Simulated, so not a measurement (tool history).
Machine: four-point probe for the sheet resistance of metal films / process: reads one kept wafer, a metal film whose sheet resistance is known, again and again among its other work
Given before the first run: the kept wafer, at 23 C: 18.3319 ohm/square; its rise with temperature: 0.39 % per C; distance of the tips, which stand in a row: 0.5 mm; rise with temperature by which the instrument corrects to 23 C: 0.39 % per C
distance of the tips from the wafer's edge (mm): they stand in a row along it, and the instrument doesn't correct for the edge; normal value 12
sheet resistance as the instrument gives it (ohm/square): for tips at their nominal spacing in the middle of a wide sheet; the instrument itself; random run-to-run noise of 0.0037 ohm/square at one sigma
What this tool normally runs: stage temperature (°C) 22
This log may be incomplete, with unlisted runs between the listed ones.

| run | hour | stage temperature (°C) | distance of the tips from the wafer's edge (mm) | sheet resistance as the instrument gives it (ohm/square) |
|---|---|---|---|---|
| 1 | 0 | 22 | 12 | 18.532032 |
| 2 | 83.2 | 22 | 12 | 18.542773 |
| 3 | 172.5 | 22 | 12 | 18.546438 |
| 4 | 245.2 | 22 | 12 | 18.557719 |
| 5 | 317.2 | 22 | 12 | 18.563971 |
| 6 | 392 | 22 | 12 | 18.572021 |
| 7 | 458.9 | 22 | 12 | 18.574588 |
| 8 | 498 | 24 | 21 | 18.565524 |
| 9 | 583.2 | 19 | 3 | 18.844193 |
| 10 | 649.4 | 19 | 3 | 18.851001 |
| 11 | 744.5 | 20 | 12 | 18.603308 |
| 12 | 824 | 20 | 12 | 18.608093 |
| 13 | 875.4 | 20 | 12 | 18.610284 |

3 ways to go on from here, each from the tool as it stands after run 13. What would each give?
| A | 936.3 | 20 | 29 | ? |
| B | 936.3 | 20 | 10 | ? |
| C | 936.3 | 19 | 5 | ? |

| run | sheet resistance as the instrument gives it (ohm/square) |
|---|---|
| A | 18.595922 |
| B | 18.625251 |
| C | 18.690739 |
The same runs, with their run-to-run variation unchanged, on a tool lacking any hidden condition would have given:
| run | sheet resistance as the instrument gives it (ohm/square) |
|---|---|
| A | 18.331808 |
| B | 18.36074 |
| C | 18.425177 |

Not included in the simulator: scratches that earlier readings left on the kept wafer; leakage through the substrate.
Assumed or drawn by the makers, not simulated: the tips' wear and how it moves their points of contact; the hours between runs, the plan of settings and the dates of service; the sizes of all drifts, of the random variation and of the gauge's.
